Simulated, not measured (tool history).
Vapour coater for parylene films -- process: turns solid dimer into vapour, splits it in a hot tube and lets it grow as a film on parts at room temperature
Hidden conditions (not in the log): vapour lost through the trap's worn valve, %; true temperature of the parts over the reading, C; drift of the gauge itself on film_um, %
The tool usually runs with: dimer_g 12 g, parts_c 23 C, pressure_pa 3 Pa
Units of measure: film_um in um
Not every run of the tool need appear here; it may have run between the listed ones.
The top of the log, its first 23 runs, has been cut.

run,hour,dimer_g,parts_c,pressure_pa,hours of work since the trap's valve was overhauled,hours of work since the table's thermometer was calibrated,film_um
24,307.4,5,19,7.21,43,458,3.82
25,315,5,19,7.21,49,464,3.78
26,324.4,5,19,7.21,57,471,3.71
27,335.7,13,23,4.59,65,480,9.65
28,354.6,9,31,11.57,80,494,4.77
29,370.4,9,31,11.57,92,506,4.75
30,382.1,9,31,11.57,101,516,4.68
31,394.7,9,30,10.1,111,525,4.86
32,406.1,10,16,7.52,120,534,7.68
33,415.8,10,16,7.52,127,542,7.72
34,434.3,10,16,7.52,142,556,7.69
35,444.7,10,16,7.52,150,564,7.62
36,458.8,13,19,2.1,161,575,11.51
37,470.4,12,19,6.79,170,584,8.67
38,482.1,12,19,6.79,179,593,8.57
39,494.7,12,19,6.79,189,603,8.59
40,505.4,12,23,7.73,197,611,7.81
41,516.6,5,17,3,206,620,4.3

Here are 4 independent what-if runs from the current tool condition. What would each one return?
A,525.9,10,23,3,213,627,?
B,525.9,5,17,3,213,627,?
C,525.9,9,23,3,213,627,?
D,525.9,8,23,11.4,213,627,?

run,film_um
A,7.52
B,4.28
C,6.8
D,4.85
Take away the tool's hidden state, keep each run's random variation, and the runs would have read:
run,film_um
A,8.21
B,4.67
C,7.42
D,5.3

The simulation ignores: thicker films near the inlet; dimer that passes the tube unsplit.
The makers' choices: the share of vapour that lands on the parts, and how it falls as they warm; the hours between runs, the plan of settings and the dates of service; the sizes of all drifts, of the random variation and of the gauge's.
